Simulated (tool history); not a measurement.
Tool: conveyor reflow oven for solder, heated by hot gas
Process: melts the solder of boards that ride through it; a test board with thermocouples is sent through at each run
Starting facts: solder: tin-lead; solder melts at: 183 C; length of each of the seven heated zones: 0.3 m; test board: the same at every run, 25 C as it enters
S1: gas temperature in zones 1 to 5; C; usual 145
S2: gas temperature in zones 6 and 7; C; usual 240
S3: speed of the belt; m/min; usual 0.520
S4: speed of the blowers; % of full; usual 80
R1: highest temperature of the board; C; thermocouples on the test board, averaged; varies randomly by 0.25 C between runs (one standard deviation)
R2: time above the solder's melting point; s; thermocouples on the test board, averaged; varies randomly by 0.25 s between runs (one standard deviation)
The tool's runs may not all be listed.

| run | day | S1 | S2 | S3 | S4 | R1 | R2 |
|---|---|---|---|---|---|---|---|
| 1 | 0.000 | 145 | 240 | 0.520 | 80 | 224.4 | 58.8 |
| 2 | 0.450 | 145 | 240 | 0.520 | 80 | 224.4 | 58.2 |
| 3 | 1.133 | 153 | 240 | 0.520 | 80 | 225.5 | 62.4 |
| 4 | 1.804 | 153 | 240 | 0.520 | 80 | 225.7 | 62.6 |
| 5 | 2.725 | 153 | 240 | 0.520 | 80 | 225.4 | 62.0 |
| 6 | 3.146 | 153 | 240 | 0.520 | 80 | 225.8 | 63.0 |
| 7 | 4.092 | 153 | 240 | 0.520 | 80 | 226.2 | 63.1 |
| 8 | 4.942 | 153 | 240 | 0.520 | 80 | 225.5 | 62.2 |
| 9 | 5.458 | 145 | 240 | 0.520 | 80 | 224.1 | 58.6 |
| 10 | 6.550 | 145 | 240 | 0.520 | 80 | 224.6 | 58.6 |
| 11 | 7.204 | 154 | 240 | 0.520 | 80 | 225.7 | 62.7 |
| 12 | 7.792 | 145 | 240 | 0.571 | 80 | 221.6 | 51.6 |
| 13 | 8.604 | 145 | 240 | 0.571 | 80 | 221.1 | 51.4 |
| 14 | 9.471 | 145 | 241 | 0.520 | 80 | 225.4 | 59.3 |
| 15 | 10.388 | 145 | 241 | 0.520 | 80 | 225.3 | 58.7 |
| 16 | 10.792 | 132 | 240 | 0.475 | 54 | 218.8 | 55.5 |
| 17 | 11.362 | 159 | 244 | 0.452 | 50 | 227.8 | 76.0 |
| 18 | 11.833 | 146 | 240 | 0.483 | 63 | 223.2 | 63.0 |
| 19 | 12.362 | 146 | 240 | 0.483 | 63 | 223.3 | 62.8 |
| 20 | 13.279 | 146 | 240 | 0.483 | 69 | 224.9 | 63.6 |
| 21 | 13.808 | 146 | 240 | 0.483 | 69 | 224.5 | 63.9 |
| 22 | 14.583 | 133 | 240 | 0.535 | 69 | 218.7 | 49.8 |
| 23 | 15.508 | 157 | 249 | 0.535 | 69 | 231.5 | 64.8 |
| 24 | 16.021 | 145 | 246 | 0.491 | 80 | 232.1 | 66.2 |
| 25 | 16.571 | 144 | 236 | 0.491 | 85 | 223.3 | 61.4 |
| 26 | 16.988 | 144 | 232 | 0.424 | 85 | 222.8 | 72.4 |
| 27 | 17.721 | 144 | 232 | 0.424 | 85 | 223.0 | 72.0 |
| 28 | 18.621 | 144 | 232 | 0.424 | 85 | 223.2 | 72.1 |
| 29 | 19.488 | 145 | 233 | 0.530 | 80 | 217.8 | 54.1 |
| 30 | 20.308 | 149 | 245 | 0.610 | 52 | 216.1 | 45.5 |

Taken out of this log: 1 entry between the listed runs. Where each belongs, and how the hidden state differs across it:
Between runs 9 and 10: flux residue cleaned out of gas plates and filters (day 5.883)
  heat that the gas passes to the board, % of a clean oven's: 99.7 -> 100; true gas temperature in zones 6 and 7 over the reading, C: 0.02 -> 0.03
